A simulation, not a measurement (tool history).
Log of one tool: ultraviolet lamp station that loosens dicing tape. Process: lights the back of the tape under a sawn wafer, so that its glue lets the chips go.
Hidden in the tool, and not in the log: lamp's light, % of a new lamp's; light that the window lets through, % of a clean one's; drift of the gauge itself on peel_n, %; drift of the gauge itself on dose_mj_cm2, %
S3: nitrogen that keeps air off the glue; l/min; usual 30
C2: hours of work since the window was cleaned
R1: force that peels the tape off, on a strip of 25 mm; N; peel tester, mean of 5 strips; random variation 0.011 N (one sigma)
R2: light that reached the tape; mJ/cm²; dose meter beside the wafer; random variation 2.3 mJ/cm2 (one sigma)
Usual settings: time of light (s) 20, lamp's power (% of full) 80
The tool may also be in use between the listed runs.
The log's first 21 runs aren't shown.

{"run": 22, "hour": 143.8, "time of light (s)": 20, "lamp's power (% of full)": 80, "S3": 30, "hours of work of the lamp": 120, "C2": 196, "R1": 0.597, "R2": 197}
{"hour": 145.0, "done": "window cleaned of glue's vapour"}
{"run": 23, "hour": 149.3, "time of light (s)": 20, "lamp's power (% of full)": 93, "S3": 39, "hours of work of the lamp": 124, "C2": 3, "R1": 0.296, "R2": 231}
{"run": 24, "hour": 158.0, "time of light (s)": 20, "lamp's power (% of full)": 93, "S3": 39, "hours of work of the lamp": 130, "C2": 10, "R1": 0.298, "R2": 230}
{"hour": 159.4, "done": "window cleaned of glue's vapour, once more"}
{"run": 25, "hour": 165.5, "time of light (s)": 16, "lamp's power (% of full)": 80, "S3": 30, "hours of work of the lamp": 136, "C2": 5, "R1": 1.029, "R2": 161}
{"run": 26, "hour": 174.3, "time of light (s)": 20, "lamp's power (% of full)": 72, "S3": 49, "hours of work of the lamp": 142, "C2": 11, "R1": 0.455, "R2": 181}
{"run": 27, "hour": 181.5, "time of light (s)": 20, "lamp's power (% of full)": 74, "S3": 30, "hours of work of the lamp": 148, "C2": 17, "R1": 0.708, "R2": 187}
{"run": 28, "hour": 189.6, "time of light (s)": 30, "lamp's power (% of full)": 67, "S3": 44, "hours of work of the lamp": 154, "C2": 23, "R1": 0.203, "R2": 252}
{"run": 29, "hour": 197.0, "time of light (s)": 10, "lamp's power (% of full)": 80, "S3": 30, "hours of work of the lamp": 159, "C2": 28, "R1": 2.542, "R2": 100}
{"run": 30, "hour": 206.2, "time of light (s)": 20, "lamp's power (% of full)": 80, "S3": 25, "hours of work of the lamp": 166, "C2": 35, "R1": 0.72, "R2": 198}
{"run": 31, "hour": 211.9, "time of light (s)": 12, "lamp's power (% of full)": 95, "S3": 13, "hours of work of the lamp": 170, "C2": 39, "R1": 2.54, "R2": 145}

The next listed run, before its measurement:
{"run": 32, "hour": 220.0, "time of light (s)": 12, "lamp's power (% of full)": 95, "S3": 13, "hours of work of the lamp": 176, "C2": 45, "R1": "?", "R2": "?"}

{"run 32": {"R1": 2.534, "R2": 144}}
Without the tool's hidden state the same run would have given R1 2.314 N, R2 153 mJ/cm².

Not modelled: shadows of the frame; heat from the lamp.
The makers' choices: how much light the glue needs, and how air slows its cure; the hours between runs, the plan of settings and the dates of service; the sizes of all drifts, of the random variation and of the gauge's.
